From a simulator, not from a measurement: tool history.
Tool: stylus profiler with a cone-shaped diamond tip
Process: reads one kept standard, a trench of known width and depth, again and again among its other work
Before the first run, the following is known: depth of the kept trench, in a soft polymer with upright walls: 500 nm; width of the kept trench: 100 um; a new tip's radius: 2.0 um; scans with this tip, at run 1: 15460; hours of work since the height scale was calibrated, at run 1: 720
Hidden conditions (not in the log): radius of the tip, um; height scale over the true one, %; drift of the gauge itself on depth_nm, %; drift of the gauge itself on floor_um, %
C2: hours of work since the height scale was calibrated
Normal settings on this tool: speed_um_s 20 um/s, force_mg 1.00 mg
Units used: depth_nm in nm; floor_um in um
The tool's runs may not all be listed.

run 1 hour=0.0 | speed_um_s=20 force_mg=1.00 | scans_with_this_tip=15460 C2=720 | depth_nm=501.03 floor_um=96.19
run 2 hour=62.5 | speed_um_s=20 force_mg=1.00 | scans_with_this_tip=15848 C2=762 | depth_nm=500.92 floor_um=96.23
run 3 hour=99.1 | speed_um_s=20 force_mg=0.34 | scans_with_this_tip=16076 C2=786 | depth_nm=499.48 floor_um=96.11
run 4 hour=179.0 | speed_um_s=20 force_mg=0.34 | scans_with_this_tip=16572 C2=839 | depth_nm=499.40 floor_um=96.02
-- hour=233.6 height scale calibrated on a step standard
run 5 hour=254.5 | speed_um_s=20 force_mg=1.00 | scans_with_this_tip=17039 C2=14 | depth_nm=499.64 floor_um=96.10
run 6 hour=323.2 | speed_um_s=20 force_mg=1.00 | scans_with_this_tip=17466 C2=60 | depth_nm=499.60 floor_um=96.12
run 7 hour=372.3 | speed_um_s=20 force_mg=1.00 | scans_with_this_tip=17771 C2=92 | depth_nm=499.38 floor_um=96.14
run 8 hour=432.8 | speed_um_s=20 force_mg=1.00 | scans_with_this_tip=18147 C2=132 | depth_nm=499.21 floor_um=96.05
run 9 hour=497.9 | speed_um_s=20 force_mg=1.00 | scans_with_this_tip=18552 C2=176 | depth_nm=499.09 floor_um=96.07
run 10 hour=538.9 | speed_um_s=20 force_mg=0.63 | scans_with_this_tip=18807 C2=203 | depth_nm=498.77 floor_um=95.95
run 11 hour=610.1 | speed_um_s=22 force_mg=1.00 | scans_with_this_tip=19249 C2=250 | depth_nm=499.29 floor_um=95.96
run 12 hour=670.8 | speed_um_s=20 force_mg=1.00 | scans_with_this_tip=19627 C2=291 | depth_nm=498.92 floor_um=96.00
-- hour=678.4 height scale calibrated on a step standard, once more
run 13 hour=755.7 | speed_um_s=20 force_mg=1.00 | scans_with_this_tip=20152 C2=51 | depth_nm=502.25 floor_um=95.98
run 14 hour=828.6 | speed_um_s=20 force_mg=1.00 | scans_with_this_tip=20605 C2=100 | depth_nm=502.06 floor_um=95.99
run 15 hour=880.5 | speed_um_s=20 force_mg=1.00 | scans_with_this_tip=20927 C2=134 | depth_nm=501.67 floor_um=95.91
run 16 hour=944.8 | speed_um_s=29 force_mg=1.00 | scans_with_this_tip=21327 C2=177 | depth_nm=502.19 floor_um=95.81
run 17 hour=1026.6 | speed_um_s=29 force_mg=1.00 | scans_with_this_tip=21836 C2=231 | depth_nm=502.09 floor_um=95.80
run 18 hour=1080.4 | speed_um_s=20 force_mg=1.00 | scans_with_this_tip=22170 C2=267 | depth_nm=501.90 floor_um=95.89
-- hour=1104.0 new tip fitted, height scale calibrated
run 19 hour=1119.9 | speed_um_s=20 force_mg=1.00 | scans_with_this_tip=98 C2=11 | depth_nm=501.97 floor_um=97.17
run 20 hour=1161.6 | speed_um_s=20 force_mg=1.00 | scans_with_this_tip=357 C2=38 | depth_nm=502.16 floor_um=97.17
run 21 hour=1204.8 | speed_um_s=20 force_mg=1.00 | scans_with_this_tip=626 C2=67 | depth_nm=501.77 floor_um=97.16
run 22 hour=1257.9 | speed_um_s=20 force_mg=1.00 | scans_with_this_tip=956 C2=102 | depth_nm=502.11 floor_um=97.14
run 23 hour=1311.4 | speed_um_s=20 force_mg=1.00 | scans_with_this_tip=1289 C2=138 | depth_nm=501.69 floor_um=97.11
run 24 hour=1378.8 | speed_um_s=20 force_mg=1.00 | scans_with_this_tip=1708 C2=183 | depth_nm=501.74 floor_um=97.11
run 25 hour=1449.1 | speed_um_s=20 force_mg=1.00 | scans_with_this_tip=2145 C2=229 | depth_nm=501.59 floor_um=97.08
run 26 hour=1515.4 | speed_um_s=19 force_mg=1.00 | scans_with_this_tip=2557 C2=273 | depth_nm=501.51 floor_um=97.07
run 27 hour=1604.3 | speed_um_s=72 force_mg=2.64 | scans_with_this_tip=3110 C2=332 | depth_nm=503.55 floor_um=96.80
run 28 hour=1671.7 | speed_um_s=7 force_mg=0.40 | scans_with_this_tip=3529 C2=377 | depth_nm=500.31 floor_um=97.03
run 29 hour=1716.5 | speed_um_s=14 force_mg=1.36 | scans_with_this_tip=3807 C2=407 | depth_nm=502.03 floor_um=97.00
run 30 hour=1787.7 | speed_um_s=14 force_mg=1.36 | scans_with_this_tip=4250 C2=454 | depth_nm=501.52 floor_um=96.97
run 31 hour=1858.6 | speed_um_s=14 force_mg=1.36 | scans_with_this_tip=4691 C2=501 | depth_nm=501.93 floor_um=96.92
run 32 hour=1904.5 | speed_um_s=35 force_mg=0.64 | scans_with_this_tip=4976 C2=532 | depth_nm=500.33 floor_um=96.64
run 33 hour=1946.5 | speed_um_s=7 force_mg=0.66 | scans_with_this_tip=5237 C2=560 | depth_nm=500.45 floor_um=96.91
run 34 hour=1997.2 | speed_um_s=80 force_mg=1.07 | scans_with_this_tip=5552 C2=594 | depth_nm=501.28 floor_um=96.27
run 35 hour=2048.8 | speed_um_s=25 force_mg=1.07 | scans_with_this_tip=5873 C2=628 | depth_nm=500.91 floor_um=96.74
run 36 hour=2123.9 | speed_um_s=25 force_mg=1.07 | scans_with_this_tip=6340 C2=678 | depth_nm=500.78 floor_um=96.71
run 37 hour=2207.4 | speed_um_s=25 force_mg=1.07 | scans_with_this_tip=6859 C2=733 | depth_nm=500.54 floor_um=96.75
run 38 hour=2248.7 | speed_um_s=53 force_mg=1.17 | scans_with_this_tip=7116 C2=761 | depth_nm=500.98 floor_um=96.44
run 39 hour=2284.7 | speed_um_s=74 force_mg=0.56 | scans_with_this_tip=7340 C2=785 | depth_nm=499.88 floor_um=96.00
run 40 hour=2330.0 | speed_um_s=74 force_mg=0.56 | scans_with_this_tip=7621 C2=815 | depth_nm=499.94 floor_um=95.98
run 41 hour=2398.4 | speed_um_s=12 force_mg=1.20 | scans_with_this_tip=8047 C2=860 | depth_nm=500.98 floor_um=96.78
-- hour=2414.1 height scale calibrated on a step standard
run 42 hour=2450.7 | speed_um_s=12 force_mg=1.20 | scans_with_this_tip=8368 C2=24 | depth_nm=502.64 floor_um=96.72
run 43 hour=2535.5 | speed_um_s=12 force_mg=1.20 | scans_with_this_tip=8895 C2=81 | depth_nm=502.39 floor_um=96.70
run 44 hour=2609.9 | speed_um_s=48 force_mg=0.48 | scans_with_this_tip=9359 C2=130 | depth_nm=501.22 floor_um=96.17
run 45 hour=2667.8 | speed_um_s=47 force_mg=0.78 | scans_with_this_tip=9718 C2=169 | depth_nm=501.34 floor_um=96.27
run 46 hour=2704.0 | speed_um_s=47 force_mg=0.78 | scans_with_this_tip=9943 C2=193 | depth_nm=501.69 floor_um=96.30

Alternative continuations, all from the tool just after run 46; predict every row:
run A hour=2764.0 | speed_um_s=47 force_mg=1.84 | scans_with_this_tip=10316 C2=233 | depth_nm=? floor_um=?
run B hour=2764.0 | speed_um_s=10 force_mg=0.78 | scans_with_this_tip=10316 C2=233 | depth_nm=? floor_um=?
run C hour=2764.0 | speed_um_s=49 force_mg=1.17 | scans_with_this_tip=10316 C2=233 | depth_nm=? floor_um=?

run=A depth_nm=502.81 floor_um=96.41
run=B depth_nm=501.40 floor_um=96.58
run=C depth_nm=502.10 floor_um=96.34
Had the tool no hidden state, the same runs would have come out as:
run=A depth_nm=503.33 floor_um=97.06
run=B depth_nm=501.92 floor_um=97.23
run=C depth_nm=502.62 floor_um=96.98
